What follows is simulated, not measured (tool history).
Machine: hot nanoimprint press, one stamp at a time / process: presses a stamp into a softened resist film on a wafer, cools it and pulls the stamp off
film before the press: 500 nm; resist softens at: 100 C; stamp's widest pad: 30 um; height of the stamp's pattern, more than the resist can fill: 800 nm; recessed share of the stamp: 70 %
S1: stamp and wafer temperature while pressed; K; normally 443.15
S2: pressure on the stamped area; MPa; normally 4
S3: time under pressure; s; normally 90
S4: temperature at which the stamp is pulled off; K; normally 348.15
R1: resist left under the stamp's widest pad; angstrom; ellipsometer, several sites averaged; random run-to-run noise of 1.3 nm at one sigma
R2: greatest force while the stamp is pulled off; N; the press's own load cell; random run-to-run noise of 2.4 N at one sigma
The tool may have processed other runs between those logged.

Run 1, hour 0: usual settings. Result: R1 2106 angstrom, R2 116 N.
At hour 29.2: plate thermocouple calibrated.
Run 2, hour 39.9: usual settings. Result: R1 2092 angstrom, R2 117 N.
Run 3, hour 67.1: usual settings. Result: R1 2083 angstrom, R2 120 N.
At hour 106.4: stamp cleaned and given a new release coat.
Run 4, hour 119.4: usual settings. Result: R1 2097 angstrom, R2 115 N.
Run 5, hour 152.1: usual settings. Result: R1 2101 angstrom, R2 121 N.
Run 6, hour 187.1: usual settings. Result: R1 2112 angstrom, R2 114 N.
Run 7, hour 236.8: usual settings but S3 92 s. Result: R1 2090 angstrom, R2 119 N.
Run 8, hour 259.4: usual settings but S3 65 s. Result: R1 2329 angstrom, R2 117 N.
Run 9, hour 282.6: usual settings but S3 65 s. Result: R1 2339 angstrom, R2 119 N.
Run 10, hour 305.1: usual settings but S3 65 s, S4 338.15 K. Result: R1 2324 angstrom, R2 148 N.
At hour 345.6: stamp cleaned and given a new release coat.
Run 11, hour 346: usual settings but S3 65 s, S4 338.15 K. Result: R1 2335 angstrom, R2 147 N.
Run 12, hour 380: usual settings but S3 65 s, S4 338.15 K. Result: R1 2316 angstrom, R2 152 N.
Run 13, hour 426.9: usual settings. Result: R1 2085 angstrom, R2 115 N.
Run 14, hour 477.4: usual settings. Result: R1 2065 angstrom, R2 119 N.
Run 15, hour 506.1: usual settings. Result: R1 2088 angstrom, R2 117 N.
Run 16, hour 555: usual settings but S3 45 s. Result: R1 2607 angstrom, R2 119 N.
At hour 583.5: stamp cleaned and given a new release coat.
Run 17, hour 610.8: usual settings but S1 447.15 K, S3 45 s, S4 349.15 K. Result: R1 2275 angstrom, R2 112 N.
Run 18, hour 659.6: usual settings but S1 447.15 K, S3 45 s, S4 349.15 K. Result: R1 2257 angstrom, R2 112 N.
Run 19, hour 684.6: usual settings but S3 65 s. Result: R1 2323 angstrom, R2 118 N.
At hour 728.1: plate thermocouple calibrated.
Run 20, hour 728.1: usual settings but S1 438.15 K, S2 3.46 MPa, S3 79 s, S4 333.15 K. Result: R1 2818 angstrom, R2 163 N.
Run 21, hour 757.9: usual settings but S3 51 s, S4 350.15 K. Result: R1 2502 angstrom, R2 114 N.
Run 22, hour 782.2: usual settings but S1 453.15 K. Result: R1 1423 angstrom, R2 115 N.
At hour 825.2: stamp cleaned and given a new release coat.
Run 23, hour 827.4: usual settings but S1 453.15 K, S3 67 s. Result: R1 1565 angstrom, R2 116 N.
Run 24, hour 877.4: usual settings but S1 451.15 K, S2 3.93 MPa, S3 76 s, S4 355.15 K. Result: R1 1622 angstrom, R2 92 N.
Run 25, hour 923: usual settings but S1 451.15 K, S2 3.93 MPa, S3 76 s, S4 355.15 K. Result: R1 1624 angstrom, R2 94 N.
Run 26, hour 951.3: usual settings but S4 350.15 K. Result: R1 2075 angstrom, R2 113 N.
Run 27, hour 981.6: usual settings but S2 2.79 MPa, S4 354.15 K. Result: R1 2476 angstrom, R2 102 N.
Run 28, hour 1012.7: usual settings but S1 452.15 K, S2 4.47 MPa, S3 109 s, S4 345.15 K. Result: R1 1267 angstrom, R2 126 N.
At hour 1024.8: press's hydraulic seals changed and the load cell set to zero.
Run 29, hour 1056.8: usual settings but S1 452.15 K, S2 4.47 MPa, S3 109 s, S4 345.15 K. Result: R1 1260 angstrom, R2 124 N.
At hour 1070.7: stamp cleaned and given a new release coat.
Run 30, hour 1092.6: usual settings but S1 454.15 K, S2 3.6 MPa, S3 125 s, S4 344.15 K. Result: R1 1263 angstrom, R2 127 N.

Forecast each of these 4 alternatives for the next run:
Run A, hour 1144.3: usual settings but S1 454.15 K, S2 3.6 MPa, S3 107 s. Result: R1 ?, R2 ?.
Run B, hour 1144.3: usual settings but S1 432.15 K, S3 145 s, S4 346.15 K. Result: R1 ?, R2 ?.
Run C, hour 1144.3: usual settings but S1 441.15 K, S2 3.6 MPa, S3 125 s, S4 344.15 K. Result: R1 ?, R2 ?.
Run D, hour 1144.3: usual settings but S1 454.15 K, S2 3.6 MPa, S3 118 s, S4 344.15 K. Result: R1 ?, R2 ?.

run    R1   R2
  A  1343  118
  B  2711  124
  C  2114  130
  D  1300  131
The same runs, with their run-to-run variation unchanged, on a tool lacking any hidden condition would have given:
run    R1   R2
  A  1375  117
  B  2776  123
  C  2164  129
  D  1331  131

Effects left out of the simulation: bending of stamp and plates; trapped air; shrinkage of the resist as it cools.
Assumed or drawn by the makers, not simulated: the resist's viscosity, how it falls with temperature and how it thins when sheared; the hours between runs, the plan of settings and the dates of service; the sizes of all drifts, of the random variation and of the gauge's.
